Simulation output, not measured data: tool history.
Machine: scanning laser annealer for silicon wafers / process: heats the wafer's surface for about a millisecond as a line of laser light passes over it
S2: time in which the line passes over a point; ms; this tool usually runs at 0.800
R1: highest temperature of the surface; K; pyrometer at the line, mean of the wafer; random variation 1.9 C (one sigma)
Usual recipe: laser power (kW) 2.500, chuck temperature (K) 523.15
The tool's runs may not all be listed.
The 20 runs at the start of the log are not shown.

run 21 hour=1095.7 | laser_power_(kW)=2.500 S2=0.674 chuck_temperature_(K)=551.15 | R1=1280.15
-- hour=1143.5 optics aligned, line set to its width
run 22 hour=1165.7 | laser_power_(kW)=2.500 S2=0.976 chuck_temperature_(K)=523.15 | R1=1423.15
run 23 hour=1221.0 | laser_power_(kW)=2.500 S2=0.976 chuck_temperature_(K)=523.15 | R1=1422.15
run 24 hour=1283.6 | laser_power_(kW)=2.500 S2=0.976 chuck_temperature_(K)=523.15 | R1=1415.15
run 25 hour=1316.3 | laser_power_(kW)=2.500 S2=0.976 chuck_temperature_(K)=523.15 | R1=1414.15
run 26 hour=1350.3 | laser_power_(kW)=2.500 S2=0.976 chuck_temperature_(K)=523.15 | R1=1415.15
run 27 hour=1381.0 | laser_power_(kW)=2.492 S2=0.852 chuck_temperature_(K)=532.15 | R1=1352.15
run 28 hour=1435.9 | laser_power_(kW)=2.732 S2=0.854 chuck_temperature_(K)=543.15 | R1=1476.15
-- hour=1464.1 window over the wafer cleaned
run 29 hour=1475.1 | laser_power_(kW)=2.522 S2=0.770 chuck_temperature_(K)=525.15 | R1=1341.15
run 30 hour=1521.3 | laser_power_(kW)=2.383 S2=0.977 chuck_temperature_(K)=511.15 | R1=1368.15

5 ways to go on from here, each from the tool as it stands after run 30. What would each give?
run A hour=1585.2 | laser_power_(kW)=2.383 S2=0.977 chuck_temperature_(K)=500.15 | R1=?
run B hour=1585.2 | laser_power_(kW)=2.383 S2=0.897 chuck_temperature_(K)=511.15 | R1=?
run C hour=1585.2 | laser_power_(kW)=2.500 S2=0.808 chuck_temperature_(K)=523.15 | R1=?
run D hour=1585.2 | laser_power_(kW)=2.399 S2=0.844 chuck_temperature_(K)=498.15 | R1=?
run E hour=1585.2 | laser_power_(kW)=2.383 S2=0.733 chuck_temperature_(K)=491.15 | R1=?

run=A R1=1353.15
run=B R1=1328.15
run=C R1=1347.15
run=D R1=1293.15
run=E R1=1224.15
With no hidden state in the tool, these same runs would have given:
run=A R1=1373.15
run=B R1=1346.15
run=C R1=1366.15
run=D R1=1312.15
run=E R1=1241.15
